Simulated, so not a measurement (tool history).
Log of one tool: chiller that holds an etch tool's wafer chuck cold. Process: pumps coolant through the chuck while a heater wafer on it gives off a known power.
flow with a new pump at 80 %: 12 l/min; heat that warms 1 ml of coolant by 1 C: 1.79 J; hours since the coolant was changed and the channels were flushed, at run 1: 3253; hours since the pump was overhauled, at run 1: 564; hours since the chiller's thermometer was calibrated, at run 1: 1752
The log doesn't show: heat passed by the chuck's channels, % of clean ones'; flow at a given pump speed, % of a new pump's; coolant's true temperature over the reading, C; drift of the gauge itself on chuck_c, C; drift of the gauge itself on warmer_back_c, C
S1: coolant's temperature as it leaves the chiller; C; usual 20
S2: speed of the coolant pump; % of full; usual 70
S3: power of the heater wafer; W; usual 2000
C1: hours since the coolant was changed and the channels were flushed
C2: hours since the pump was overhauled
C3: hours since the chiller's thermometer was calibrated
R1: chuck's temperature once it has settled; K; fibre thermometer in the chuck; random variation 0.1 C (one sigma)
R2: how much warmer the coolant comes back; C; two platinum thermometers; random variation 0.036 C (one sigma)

| run | hour | S1 | S2 | S3 | C1 | C2 | C3 | R1 | R2 |
|---|---|---|---|---|---|---|---|---|---|
| 1 | 0.0 | 20 | 70 | 2000 | 3253 | 564 | 1752 | 313.65 | 6.40 |
| 2 | 82.5 | 20 | 70 | 2000 | 3336 | 646 | 1835 | 313.65 | 6.51 |
| 3 | 135.7 | 20 | 70 | 2000 | 3389 | 699 | 1888 | 313.75 | 6.47 |
| 4 | 190.9 | 27 | 70 | 2000 | 3444 | 754 | 1943 | 320.35 | 6.47 |
| 5 | 246.7 | 29 | 70 | 2000 | 3500 | 810 | 1999 | 322.85 | 6.53 |
| 6 | 342.7 | 29 | 70 | 2000 | 3596 | 906 | 2095 | 322.65 | 6.49 |
| 7 | 384.4 | 20 | 70 | 1731 | 3638 | 948 | 2137 | 310.95 | 5.62 |
|  | 417.9 | coolant changed, channels flushed |
| 8 | 479.9 | 20 | 70 | 1731 | 62 | 1037 | 2226 | 310.75 | 5.57 |
| 9 | 552.0 | 20 | 70 | 2000 | 134 | 1110 | 2298 | 313.75 | 6.54 |
| 10 | 616.9 | 20 | 70 | 2000 | 199 | 1175 | 2363 | 313.65 | 6.50 |
| 11 | 684.8 | 20 | 70 | 2000 | 267 | 1242 | 2431 | 313.55 | 6.47 |
| 12 | 755.3 | 10 | 89 | 1033 | 337 | 1313 | 2502 | 291.55 | 2.62 |
| 13 | 799.7 | 20 | 98 | 1588 | 382 | 1357 | 2546 | 304.85 | 3.53 |
| 14 | 876.8 | 10 | 69 | 1846 | 459 | 1434 | 2623 | 302.45 | 6.07 |
| 15 | 950.6 | 10 | 69 | 1846 | 533 | 1508 | 2697 | 302.35 | 6.05 |
| 16 | 1015.5 | 20 | 70 | 2000 | 598 | 1573 | 2762 | 313.65 | 6.45 |
| 17 | 1064.5 | 18 | 70 | 2000 | 647 | 1622 | 2811 | 311.55 | 6.48 |
| 18 | 1104.4 | 18 | 70 | 2000 | 687 | 1662 | 2851 | 311.65 | 6.48 |
| 19 | 1145.7 | 18 | 84 | 2000 | 728 | 1703 | 2892 | 308.45 | 5.29 |
| 20 | 1206.0 | 20 | 90 | 1709 | 788 | 1764 | 2952 | 306.85 | 4.22 |
| 21 | 1246.9 | 20 | 90 | 1709 | 829 | 1804 | 2993 | 306.85 | 4.21 |

3 ways to go on from here, each from the tool as it stands after run 21. What would each give?
| A | 1342.5 | 20 | 70 | 1232 | 925 | 1900 | 3089 | ? | ? |
| B | 1342.5 | 10 | 66 | 2000 | 925 | 1900 | 3089 | ? | ? |
| C | 1342.5 | 13 | 61 | 1230 | 925 | 1900 | 3089 | ? | ? |

| run | R1 | R2 |
|---|---|---|
| A | 305.85 | 4.00 |
| B | 304.65 | 6.89 |
| C | 300.55 | 4.62 |
Without the tool's hidden state the same runs would have given:
| run | R1 | R2 |
|---|---|---|
| A | 305.75 | 4.00 |
| B | 304.65 | 6.89 |
| C | 300.55 | 4.62 |
